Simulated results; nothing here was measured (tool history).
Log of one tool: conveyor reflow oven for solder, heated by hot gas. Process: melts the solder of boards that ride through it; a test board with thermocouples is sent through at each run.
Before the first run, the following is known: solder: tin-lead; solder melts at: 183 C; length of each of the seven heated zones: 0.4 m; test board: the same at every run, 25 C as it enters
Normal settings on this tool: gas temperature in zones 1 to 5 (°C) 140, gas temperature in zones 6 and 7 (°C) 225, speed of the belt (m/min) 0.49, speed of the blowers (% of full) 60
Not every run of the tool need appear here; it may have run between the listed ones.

| run | hour | gas temperature in zones 1 to 5 (°C) | gas temperature in zones 6 and 7 (°C) | speed of the belt (m/min) | speed of the blowers (% of full) | highest temperature of the board (°C) | time above the solder's melting point (s) |
|---|---|---|---|---|---|---|---|
| 1 | 0 | 140 | 225 | 0.49 | 60 | 205.4 | 60.4 |
| 2 | 52.2 | 140 | 225 | 0.49 | 88 | 210.9 | 70.3 |
| 3 | 85.3 | 140 | 225 | 0.49 | 60 | 205.1 | 59.8 |
|  | 136.4 | flux residue cleaned out of gas plates and filters |
| 4 | 136.9 | 140 | 225 | 0.49 | 60 | 207.4 | 64.2 |
| 5 | 180.8 | 140 | 225 | 0.49 | 60 | 207.2 | 64 |
| 6 | 209.7 | 140 | 225 | 0.49 | 60 | 207.1 | 63.5 |
| 7 | 239.1 | 140 | 225 | 0.498 | 60 | 205.9 | 61.1 |
|  | 260.4 | belt drive overhauled, speed set with a stopwatch |
| 8 | 286.8 | 140 | 225 | 0.498 | 60 | 205.9 | 61.2 |
| 9 | 318.7 | 140 | 225 | 0.498 | 60 | 206.1 | 60.6 |
| 10 | 347.1 | 140 | 225 | 0.49 | 60 | 206.6 | 62.5 |
| 11 | 400.4 | 140 | 225 | 0.49 | 60 | 206 | 61.8 |
| 12 | 423.4 | 140 | 225 | 0.49 | 60 | 206 | 62.4 |
| 13 | 465.9 | 149 | 225 | 0.49 | 60 | 207.4 | 68.6 |
| 14 | 497.1 | 140 | 225 | 0.49 | 63 | 205.9 | 62.2 |
| 15 | 537 | 140 | 240 | 0.49 | 60 | 217.6 | 76.3 |
| 16 | 567.3 | 140 | 240 | 0.49 | 60 | 217.4 | 76.4 |
|  | 580.7 | belt drive overhauled, speed set with a stopwatch, once more |
| 17 | 602.6 | 140 | 240 | 0.49 | 60 | 215.3 | 70.4 |
|  | 615.7 | flux residue cleaned out of gas plates and filters |
| 18 | 637.1 | 140 | 214 | 0.447 | 60 | 199.3 | 56 |
|  | 642.9 | thermocouples of zones 6 and 7 changed |
| 19 | 673.9 | 140 | 237 | 0.49 | 60 | 215.8 | 71.2 |
| 20 | 704.8 | 140 | 237 | 0.49 | 60 | 215.4 | 72.2 |
| 21 | 751 | 130 | 225 | 0.49 | 87 | 209.7 | 62.1 |
| 22 | 800 | 144 | 232 | 0.4 | 70 | 220 | 98.1 |
| 23 | 829.1 | 144 | 232 | 0.4 | 70 | 219.9 | 96.7 |
| 24 | 870.6 | 144 | 232 | 0.4 | 70 | 219.5 | 97.2 |
| 25 | 922.9 | 144 | 230 | 0.432 | 70 | 215.6 | 85.4 |
| 26 | 966.7 | 149 | 231 | 0.49 | 60 | 211.2 | 71.1 |
| 27 | 1010.6 | 140 | 224 | 0.537 | 60 | 199.9 | 44.2 |
| 28 | 1037.4 | 140 | 224 | 0.537 | 60 | 199.4 | 44.2 |
| 29 | 1064.4 | 140 | 236 | 0.49 | 60 | 212.3 | 66.9 |

Below are 3 alternative next runs, each starting from the tool's condition after run 29. Predict each:
|  | 1089.4 | flux residue cleaned out of gas plates and filters |
| A | 1095.5 | 140 | 225 | 0.439 | 56 | ? | ? |
|  | 1089.4 | flux residue cleaned out of gas plates and filters |
| B | 1095.5 | 142 | 226 | 0.49 | 60 | ? | ? |
|  | 1089.4 | flux residue cleaned out of gas plates and filters |
| C | 1095.5 | 140 | 225 | 0.557 | 60 | ? | ? |

| run | highest temperature of the board (°C) | time above the solder's melting point (s) |
|---|---|---|
| A | 208.1 | 71.8 |
| B | 207.1 | 62.9 |
| C | 202.2 | 45.5 |
Without the tool's unlogged condition, the same runs would have read:
| run | highest temperature of the board (°C) | time above the solder's melting point (s) |
|---|---|---|
| A | 208.9 | 72.6 |
| B | 207.9 | 63.6 |
| C | 202.9 | 46.4 |

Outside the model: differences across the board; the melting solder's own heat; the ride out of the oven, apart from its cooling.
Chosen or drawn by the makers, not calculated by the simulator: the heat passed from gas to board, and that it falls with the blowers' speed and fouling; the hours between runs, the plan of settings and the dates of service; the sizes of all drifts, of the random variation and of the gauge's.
